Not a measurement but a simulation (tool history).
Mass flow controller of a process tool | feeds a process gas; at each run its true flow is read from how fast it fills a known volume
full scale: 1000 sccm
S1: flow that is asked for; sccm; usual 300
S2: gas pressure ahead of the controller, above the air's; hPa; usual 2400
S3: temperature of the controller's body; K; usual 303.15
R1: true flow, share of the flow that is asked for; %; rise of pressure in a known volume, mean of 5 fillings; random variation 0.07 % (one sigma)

| run | hour | S1 | S2 | S3 | R1 |
|---|---|---|---|---|---|
| 1 | 0 | 300 | 2400 | 303.15 | 99.33 |
| 2 | 193.4 | 300 | 2400 | 303.15 | 99.27 |
| 3 | 285.6 | 300 | 2400 | 308.15 | 99.63 |
| 4 | 390.6 | 303 | 2400 | 303.15 | 99.18 |
| 5 | 511.9 | 300 | 2400 | 303.15 | 99.11 |
| 6 | 694 | 300 | 2400 | 303.15 | 99.15 |
| 7 | 829.7 | 300 | 2400 | 303.15 | 99.07 |
| 8 | 1016.6 | 300 | 2400 | 303.15 | 99.16 |
| 9 | 1198.3 | 300 | 2400 | 303.15 | 99.01 |
| 10 | 1327.3 | 300 | 2400 | 297.15 | 98.36 |
| 11 | 1520 | 300 | 2400 | 297.15 | 98.43 |
| 12 | 1687.6 | 300 | 2400 | 297.15 | 98.49 |
| 13 | 1850 | 300 | 2400 | 303.15 | 98.95 |
| 14 | 1983.6 | 300 | 2400 | 293.15 | 97.98 |
| 15 | 2165.1 | 300 | 2400 | 303.15 | 98.77 |
| 16 | 2266.3 | 300 | 2400 | 303.15 | 98.76 |
| 17 | 2433.3 | 300 | 2400 | 303.15 | 98.75 |
| 18 | 2524.1 | 300 | 2400 | 303.15 | 98.77 |
| 19 | 2697.3 | 619 | 2540 | 304.15 | 99.1 |
| 20 | 2857.5 | 296 | 2160 | 303.15 | 98.63 |
| 21 | 2955 | 300 | 2620 | 293.15 | 97.8 |
| 22 | 3081.4 | 300 | 1720 | 299.15 | 98.29 |
| 23 | 3212.6 | 234 | 1500 | 296.15 | 97.9 |
| 24 | 3366.9 | 704 | 2050 | 311.15 | 99.93 |
| 25 | 3538.9 | 965 | 1790 | 294.15 | 98.75 |
| 26 | 3620.5 | 965 | 1480 | 299.15 | 99.34 |
| 27 | 3748.2 | 180 | 1480 | 299.15 | 98.05 |
| 28 | 3880 | 270 | 2400 | 302.15 | 98.27 |
| 29 | 3984.5 | 458 | 2400 | 313.15 | 99.45 |
| 30 | 4086.1 | 300 | 2400 | 309.15 | 98.88 |
| 31 | 4273.4 | 262 | 1430 | 312.15 | 99.1 |
| 32 | 4462.6 | 197 | 2620 | 309.15 | 98.62 |
| 33 | 4590.3 | 518 | 2730 | 305.15 | 98.72 |

5 ways to go on from here, each from the tool as it stands after run 33. What would each give?
| A | 4777.8 | 446 | 2650 | 309.15 | ? |
| B | 4777.8 | 171 | 1620 | 306.15 | ? |
| C | 4777.8 | 345 | 2200 | 311.15 | ? |
| D | 4777.8 | 518 | 2180 | 309.15 | ? |
| E | 4777.8 | 518 | 1760 | 305.15 | ? |

| run | R1 |
|---|---|
| A | 98.9 |
| B | 98.37 |
| C | 98.88 |
| D | 99.1 |
| E | 98.78 |
Without the tool's hidden state the same runs would have given:
| run | R1 |
|---|---|
| A | 99.98 |
| B | 99.46 |
| C | 99.96 |
| D | 100.18 |
| E | 99.86 |
